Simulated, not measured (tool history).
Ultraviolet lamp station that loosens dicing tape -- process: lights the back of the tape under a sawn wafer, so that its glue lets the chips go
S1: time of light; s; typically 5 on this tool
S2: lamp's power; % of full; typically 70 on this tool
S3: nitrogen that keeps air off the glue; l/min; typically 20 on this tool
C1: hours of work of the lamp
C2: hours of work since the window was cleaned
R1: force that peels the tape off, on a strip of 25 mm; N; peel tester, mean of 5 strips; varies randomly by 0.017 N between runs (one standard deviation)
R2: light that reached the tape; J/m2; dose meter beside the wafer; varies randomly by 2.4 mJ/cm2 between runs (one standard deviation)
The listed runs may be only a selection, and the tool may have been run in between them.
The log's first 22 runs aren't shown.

{"run": 23, "hour": 770.3, "S1": 6, "S2": 75, "S3": 8, "C1": 648, "C2": 434, "R1": 1.497, "R2": 2430}
{"run": 24, "hour": 814.7, "S1": 2, "S2": 65, "S3": 25, "C1": 682, "C2": 468, "R1": 4.274, "R2": 680}
{"run": 25, "hour": 836.1, "S1": 5, "S2": 76, "S3": 7, "C1": 699, "C2": 485, "R1": 2.163, "R2": 1960}
{"run": 26, "hour": 864.7, "S1": 7, "S2": 75, "S3": 8, "C1": 721, "C2": 507, "R1": 1.224, "R2": 2680}
{"run": 27, "hour": 895.4, "S1": 9, "S2": 65, "S3": 8, "C1": 745, "C2": 531, "R1": 1.043, "R2": 2980}
{"run": 28, "hour": 942.2, "S1": 2, "S2": 73, "S3": 11, "C1": 781, "C2": 567, "R1": 4.618, "R2": 730}
{"hour": 968.9, "done": "window cleaned of glue's vapour"}
{"run": 29, "hour": 982.7, "S1": 5, "S2": 62, "S3": 20, "C1": 812, "C2": 11, "R1": 1.761, "R2": 1760}
{"run": 30, "hour": 1030.0, "S1": 3, "S2": 62, "S3": 22, "C1": 848, "C2": 47, "R1": 3.351, "R2": 980}
{"run": 31, "hour": 1063.7, "S1": 3, "S2": 62, "S3": 22, "C1": 875, "C2": 73, "R1": 3.146, "R2": 1000}
{"run": 32, "hour": 1084.4, "S1": 8, "S2": 98, "S3": 9, "C1": 891, "C2": 89, "R1": 0.504, "R2": 4140}
{"run": 33, "hour": 1126.6, "S1": 5, "S2": 70, "S3": 24, "C1": 923, "C2": 122, "R1": 1.449, "R2": 1840}
{"run": 34, "hour": 1149.6, "S1": 9, "S2": 93, "S3": 20, "C1": 941, "C2": 140, "R1": 0.274, "R2": 4340}
{"hour": 1179.7, "done": "lamp changed"}
{"run": 35, "hour": 1179.7, "S1": 9, "S2": 93, "S3": 20, "C1": 0, "C2": 162, "R1": 0.175, "R2": 5850}
{"run": 36, "hour": 1200.5, "S1": 4, "S2": 95, "S3": 20, "C1": 16, "C2": 179, "R1": 0.799, "R2": 2630}
{"run": 37, "hour": 1249.2, "S1": 4, "S2": 69, "S3": 15, "C1": 54, "C2": 216, "R1": 1.714, "R2": 1850}
{"run": 38, "hour": 1290.6, "S1": 4, "S2": 69, "S3": 15, "C1": 86, "C2": 248, "R1": 1.742, "R2": 1850}
{"run": 39, "hour": 1340.0, "S1": 4, "S2": 69, "S3": 15, "C1": 124, "C2": 287, "R1": 1.771, "R2": 1840}
{"run": 40, "hour": 1360.5, "S1": 5, "S2": 80, "S3": 9, "C1": 140, "C2": 302, "R1": 1.27, "R2": 2600}
{"run": 41, "hour": 1393.2, "S1": 5, "S2": 96, "S3": 10, "C1": 165, "C2": 328, "R1": 0.843, "R2": 3050}
{"run": 42, "hour": 1435.7, "S1": 5, "S2": 96, "S3": 16, "C1": 198, "C2": 361, "R1": 0.655, "R2": 3060}
{"run": 43, "hour": 1478.0, "S1": 5, "S2": 62, "S3": 20, "C1": 231, "C2": 393, "R1": 1.363, "R2": 1930}
{"run": 44, "hour": 1519.3, "S1": 2, "S2": 62, "S3": 18, "C1": 263, "C2": 425, "R1": 4.245, "R2": 730}

Each row is a separate what-if for the run after 44, all from the same tool condition, not one after another. Results?
{"run": "A", "hour": 1544.0, "S1": 5, "S2": 66, "S3": 20, "C1": 282, "C2": 445, "R1": "?", "R2": "?"}
{"run": "B", "hour": 1544.0, "S1": 7, "S2": 70, "S3": 6, "C1": 282, "C2": 445, "R1": "?", "R2": "?"}
{"run": "C", "hour": 1544.0, "S1": 3, "S2": 60, "S3": 6, "C1": 282, "C2": 445, "R1": "?", "R2": "?"}

run=A R1=1.366 R2=2030
run=B R1=1.229 R2=3000
run=C R1=4.000 R2=1110
What these runs would have given with no unlogged condition in the tool:
run=A R1=0.965 R2=2440
run=B R1=0.860 R2=3620
run=C R1=3.460 R2=1330
